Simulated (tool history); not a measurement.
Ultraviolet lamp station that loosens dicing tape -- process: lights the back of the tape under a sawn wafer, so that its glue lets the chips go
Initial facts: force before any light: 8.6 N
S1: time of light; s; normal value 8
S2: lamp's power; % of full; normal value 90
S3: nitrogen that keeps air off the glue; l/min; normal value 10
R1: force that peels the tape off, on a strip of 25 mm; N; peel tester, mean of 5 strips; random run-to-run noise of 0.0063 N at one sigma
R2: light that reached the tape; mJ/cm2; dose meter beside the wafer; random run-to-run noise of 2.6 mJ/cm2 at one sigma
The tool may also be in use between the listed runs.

run,hour,S1,S2,S3,R1,R2
1,0.0,8,90,10,0.237,299
2,71.2,4,90,10,1.117,151
3,122.2,4,90,10,1.131,147
4,173.3,8,90,10,0.248,293
5,252.8,8,90,10,0.271,282
6,329.4,8,90,10,0.271,278
7,387.3,8,90,16,0.199,281
8,437.7,8,90,16,0.206,278
9,493.3,15,90,16,0.122,514
10,552.8,15,90,16,0.117,502
11,625.7,8,90,10,0.319,262
12,701.2,8,90,10,0.335,257
13,768.7,8,90,10,0.345,258
14,838.4,8,86,11,0.357,239
15,873.5,8,62,9,0.918,169
16,922.5,6,60,13,1.336,122
# hour 971.5: window cleaned of glue's vapour
17,978.0,6,60,13,1.025,145
18,1034.5,6,60,13,1.056,140
19,1093.0,8,90,8,0.335,281
20,1151.7,8,90,8,0.342,278
21,1199.3,8,67,8,0.711,204
22,1244.6,8,67,8,0.721,200
23,1292.9,12,61,9,0.313,269

Branching from run 23: 3 alternative next runs. What would each branch give?
A,1346.2,6,69,14,?,?
B,1346.2,12,85,9,?,?
C,1346.2,9,90,17,?,?

run,R1,R2
A,0.837,154
B,0.169,373
C,0.176,300
Take away the tool's hidden state, keep each run's random variation, and the runs would have read:
run,R1,R2
A,0.498,194
B,0.133,470
C,0.139,378
